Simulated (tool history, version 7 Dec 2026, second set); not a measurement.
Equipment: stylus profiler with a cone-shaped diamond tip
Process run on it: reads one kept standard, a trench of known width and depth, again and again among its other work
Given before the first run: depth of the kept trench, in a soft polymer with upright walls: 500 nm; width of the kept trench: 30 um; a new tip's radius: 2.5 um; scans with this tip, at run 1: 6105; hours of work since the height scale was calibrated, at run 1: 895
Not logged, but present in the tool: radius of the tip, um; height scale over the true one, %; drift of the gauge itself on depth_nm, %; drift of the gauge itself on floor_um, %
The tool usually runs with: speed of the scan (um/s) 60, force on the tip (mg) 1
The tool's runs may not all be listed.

run	hour	speed of the scan (um/s)	force on the tip (mg)	scans with this tip	hours of work since the height scale was calibrated	depth of the trench (nm)	width of the trench's floor (µm)
1	0	60	1	6105	895	503.21	26.29
2	59	60	1	6312	925	503.08	26.29
3	136	60	1	6584	965	503.15	26.23
4	189.9	60	1	6773	993	503.22	26.22
5	279.1	28	1	7087	1039	503.09	26.42
6	373.8	28	1	7421	1087	503.2	26.45
7	428.7	60	0.35	7614	1116	501.32	26
8	470.3	60	0.35	7761	1137	501.17	26.02
9	560	147	0.36	8077	1184	501.12	24.97
10	621	60	1.87	8292	1215	504.82	26.31
11	666.3	37	0.55	8451	1238	501.82	26.22
12	712.8	37	0.55	8615	1262	501.66	26.24
13	773.2	54	2.15	8828	1294	505.25	26.26
14	842.4	28	1.45	9071	1329	503.79	26.34
15	900.4	234	0.34	9276	1359	500.98	24.02
16	956.4	234	0.34	9473	1388	500.84	23.94

Here are 3 independent what-if runs from the current tool condition. What would each one return?
A	1051.7	57	1	9809	1437	?	?
B	1051.7	18	2.76	9809	1437	?	?
C	1051.7	107	1	9809	1437	?	?

run	depth of the trench (nm)	width of the trench's floor (µm)
A	502.73	26.17
B	506.24	26.37
C	502.89	25.78
With no hidden state in the tool, these same runs would have given:
run	depth of the trench (nm)	width of the trench's floor (µm)
A	503.49	26.69
B	507.01	26.89
C	503.65	26.3
